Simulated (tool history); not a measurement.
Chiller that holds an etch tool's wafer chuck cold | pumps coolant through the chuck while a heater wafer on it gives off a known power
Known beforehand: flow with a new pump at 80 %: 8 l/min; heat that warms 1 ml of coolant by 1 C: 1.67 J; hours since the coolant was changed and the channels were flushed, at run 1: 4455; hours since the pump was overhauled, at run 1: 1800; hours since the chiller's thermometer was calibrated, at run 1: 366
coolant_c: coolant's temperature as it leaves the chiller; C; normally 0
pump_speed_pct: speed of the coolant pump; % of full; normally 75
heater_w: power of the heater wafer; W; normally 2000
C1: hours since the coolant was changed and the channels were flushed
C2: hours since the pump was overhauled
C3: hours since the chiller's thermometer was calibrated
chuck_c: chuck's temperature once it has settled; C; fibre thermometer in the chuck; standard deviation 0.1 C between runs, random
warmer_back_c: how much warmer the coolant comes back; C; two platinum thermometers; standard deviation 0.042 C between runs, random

Run 1, hour 0: usual settings; C1 4455; C2 1800; C3 366. Result: chuck_c 25.3 C, warmer_back_c 10.14 C.
Run 2, hour 26.2: usual settings; C1 4481; C2 1827; C3 392. Result: chuck_c 25.4 C, warmer_back_c 10.05 C.
Run 3, hour 71: usual settings; C1 4526; C2 1871; C3 437. Result: chuck_c 25.4 C, warmer_back_c 10.11 C.
Run 4, hour 105.7: usual settings; C1 4561; C2 1906; C3 472. Result: chuck_c 25.3 C, warmer_back_c 10.08 C.
Run 5, hour 135.6: usual settings but pump_speed_pct 79 % of full; C1 4591; C2 1936; C3 502. Result: chuck_c 24.5 C, warmer_back_c 9.6 C.
At hour 139.5: chiller's thermometer calibrated.
Run 6, hour 169.2: usual settings but pump_speed_pct 79 % of full; C1 4623; C2 1969; C3 30. Result: chuck_c 24.3 C, warmer_back_c 9.57 C.
Run 7, hour 217.9: usual settings but pump_speed_pct 79 % of full; C1 4672; C2 2017; C3 78. Result: chuck_c 24.3 C, warmer_back_c 9.59 C.
Run 8, hour 265.1: usual settings but pump_speed_pct 79 % of full; C1 4719; C2 2065; C3 126. Result: chuck_c 24.5 C, warmer_back_c 9.54 C.
Run 9, hour 302.5: usual settings but coolant_c 6 C, pump_speed_pct 79 % of full; C1 4757; C2 2102; C3 163. Result: chuck_c 30.3 C, warmer_back_c 9.54 C.
Run 10, hour 327.3: usual settings but coolant_c -5 C, heater_w 1712 W; C1 4782; C2 2127; C3 188. Result: chuck_c 16.7 C, warmer_back_c 8.69 C.

4 ways to go on from here, each from the tool as it stands after run 10. What would each give?
At hour 347.7: chiller's thermometer calibrated, once more.
Run A, hour 375.2: usual settings but coolant_c 3 C, pump_speed_pct 63 % of full, heater_w 2504 W; C1 4828; C2 2174; C3 28. Result: chuck_c ?, warmer_back_c ?.
At hour 347.7: chiller's thermometer calibrated, once more.
Run B, hour 375.2: usual settings but coolant_c -5 C, pump_speed_pct 95 % of full, heater_w 1095 W; C1 4828; C2 2174; C3 28. Result: chuck_c ?, warmer_back_c ?.
At hour 347.7: chiller's thermometer calibrated, once more.
Run C, hour 375.2: usual settings but coolant_c -5 C, heater_w 1034 W; C1 4828; C2 2174; C3 28. Result: chuck_c ?, warmer_back_c ?.
At hour 347.7: chiller's thermometer calibrated, once more.
Run D, hour 375.2: usual settings but coolant_c -2 C, pump_speed_pct 68 % of full, heater_w 1057 W; C1 4828; C2 2174; C3 28. Result: chuck_c ?, warmer_back_c ?.

run  chuck_c  warmer_back_c
  A     39.9          15.45
  B        7           4.26
  C      8.5           5.28
  D     12.8           5.99
What these runs would have given with no unlogged condition in the tool:
run  chuck_c  warmer_back_c
  A     33.9          14.66
  B        5           4.04
  C      6.2              5
  D     10.3           5.68

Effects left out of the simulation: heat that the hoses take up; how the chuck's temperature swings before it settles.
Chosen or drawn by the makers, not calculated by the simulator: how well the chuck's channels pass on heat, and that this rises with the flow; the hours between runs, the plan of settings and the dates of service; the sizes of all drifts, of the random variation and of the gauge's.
